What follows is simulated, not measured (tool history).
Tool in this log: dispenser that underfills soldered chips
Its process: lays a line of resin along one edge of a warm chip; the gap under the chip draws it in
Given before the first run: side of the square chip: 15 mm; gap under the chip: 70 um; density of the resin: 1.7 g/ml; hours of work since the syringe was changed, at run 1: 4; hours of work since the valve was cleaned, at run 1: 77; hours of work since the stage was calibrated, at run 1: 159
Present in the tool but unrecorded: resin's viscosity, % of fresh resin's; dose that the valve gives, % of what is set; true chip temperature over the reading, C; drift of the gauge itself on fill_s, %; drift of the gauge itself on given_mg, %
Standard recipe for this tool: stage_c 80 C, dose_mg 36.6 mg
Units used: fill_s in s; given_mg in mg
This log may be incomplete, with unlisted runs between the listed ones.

run	hour	stage_c	dose_mg	hours of work since the syringe was changed	hours of work since the valve was cleaned	hours of work since the stage was calibrated	fill_s	given_mg
1	0.0	80	36.6	4	77	159	119.2	34.94
# hour 3.1: new syringe of resin
2	10.0	80	36.6	5	85	166	125.9	34.65
# hour 11.6: new syringe of resin
# hour 20.9: new syringe of resin
# hour 22.7: dispensing valve cleaned and set on the balance
3	25.8	80	36.6	3	2	177	112.4	36.44
# hour 30.4: new syringe of resin
4	33.9	80	36.6	3	8	183	111.8	36.40
# hour 39.0: new syringe of resin
5	42.5	73	36.6	3	14	189	135.8	35.84
# hour 47.3: new syringe of resin
6	50.2	80	35.6	2	20	195	107.1	35.12
# hour 55.9: new syringe of resin
7	57.8	80	40.1	1	25	200	101.1	39.52
# hour 64.4: new syringe of resin
8	64.4	80	40.1	0	30	205	93.0	39.05
# hour 72.9: new syringe of resin
9	73.7	80	36.6	1	37	212	100.2	35.61
# hour 81.6: new syringe of resin
10	83.2	80	36.6	1	44	218	100.9	35.61
# hour 90.4: new syringe of resin
11	96.2	94	36.6	4	53	228	79.1	35.44
# hour 99.3: new syringe of resin
12	105.7	80	43.3	5	60	235	120.9	41.57
# hour 107.8: new syringe of resin
# hour 116.5: new syringe of resin
13	118.6	80	43.3	2	70	244	99.7	41.09
# hour 125.0: new syringe of resin
14	127.2	80	43.3	2	76	251	101.6	41.10
# hour 133.5: new syringe of resin
15	134.8	80	43.3	1	81	256	96.6	40.87
# hour 141.9: new syringe of resin
16	143.7	80	43.3	1	88	262	100.3	40.72
# hour 150.5: new syringe of resin
# hour 152.6: dispensing valve cleaned and set on the balance
17	158.6	69	35.4	5	5	273	181.7	35.02
# hour 160.5: new syringe of resin
# hour 169.0: new syringe of resin
18	171.3	86	36.3	2	14	282	86.6	35.95
# hour 177.3: new syringe of resin
19	177.4	86	36.3	0	18	286	79.7	36.07
20	184.1	70	42.3	5	23	291	164.1	41.79
# hour 186.4: new syringe of resin
21	192.6	85	46.4	5	29	297	97.6	45.68
# hour 194.8: new syringe of resin
22	199.3	73	38.1	3	34	302	137.6	37.21
# hour 203.5: new syringe of resin
# hour 211.9: new syringe of resin
23	211.9	73	38.1	0	43	311	115.7	37.02
24	218.3	73	38.1	5	48	316	149.6	36.95
# hour 220.4: new syringe of resin
25	224.8	73	38.1	3	53	321	138.6	36.76
# hour 228.8: new syringe of resin
26	236.1	73	38.1	5	61	329	157.5	36.56
# hour 237.6: new syringe of resin
# hour 246.8: new syringe of resin
27	250.6	73	38.1	3	71	339	133.8	36.42

For run 28, what comes out?
# hour 255.5: new syringe of resin
28	260.7	73	38.1	4	79	347	?	?

For run 28 the tool returned fill_s 143.5 s, given_mg 36.41 mg.
Were there no unlogged condition in the tool, this run, its random variation unchanged, would have produced fill_s 120.5 s, given_mg 38.39 mg.
